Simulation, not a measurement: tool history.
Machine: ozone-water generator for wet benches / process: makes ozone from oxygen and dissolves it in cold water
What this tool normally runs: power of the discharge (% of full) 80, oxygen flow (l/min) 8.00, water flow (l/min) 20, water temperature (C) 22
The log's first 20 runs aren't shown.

run,hour,power of the discharge (% of full),oxygen flow (l/min),water flow (l/min),water temperature (C),hours of work since the electrodes were changed,hours of work since the contactor was cleaned,hours of work since the thermometer was calibrated,dissolved ozone (ppm),ozone in the gas ahead of the water (g/m3)
21,688.0,63,8.00,24,22,1400,632,2436,10.8,131.6
22,727.2,80,8.00,23,22,1425,656,2460,12.7,151.3
23,757.3,80,5.15,20,22,1443,675,2479,13.4,174.6
24,789.5,43,9.49,25,25,1463,695,2499,7.8,99.7
25,810.2,90,6.39,25,25,1476,708,2512,11.6,172.8
26,842.3,90,6.39,25,25,1496,728,2532,11.6,174.3
27,883.7,64,10.53,22,27,1522,754,2557,10.6,119.9
28,909.3,64,10.53,22,27,1538,770,2573,10.6,119.7
29,945.7,64,10.53,22,27,1560,792,2596,10.5,121.0
30,970.5,80,4.52,24,22,1576,808,2611,11.0,184.3
31,1001.5,80,4.52,24,22,1595,827,2631,10.9,183.2
32,1042.4,57,13.54,24,18,1620,852,2656,11.4,102.6

Here are 5 independent what-if runs from the current tool condition. What would each one return?
A,1070.2,57,4.44,24,18,1638,870,2673,?,?
B,1070.2,80,9.86,16,14,1638,870,2673,?,?
C,1070.2,80,8.00,14,22,1638,870,2673,?,?
D,1070.2,80,4.05,20,18,1638,870,2673,?,?
E,1070.2,57,13.54,17,18,1638,870,2673,?,?

run,dissolved ozone (ppm),ozone in the gas ahead of the water (g/m3)
A,9.5,152.3
B,19.3,138.6
C,18.0,150.2
D,13.4,191.0
E,14.0,102.6
The same runs, with their run-to-run variation unchanged, on a tool lacking any hidden condition would have given:
run,dissolved ozone (ppm),ozone in the gas ahead of the water (g/m3)
A,9.6,156.3
B,19.3,142.2
C,18.0,154.2
D,13.4,196.1
E,14.1,105.3

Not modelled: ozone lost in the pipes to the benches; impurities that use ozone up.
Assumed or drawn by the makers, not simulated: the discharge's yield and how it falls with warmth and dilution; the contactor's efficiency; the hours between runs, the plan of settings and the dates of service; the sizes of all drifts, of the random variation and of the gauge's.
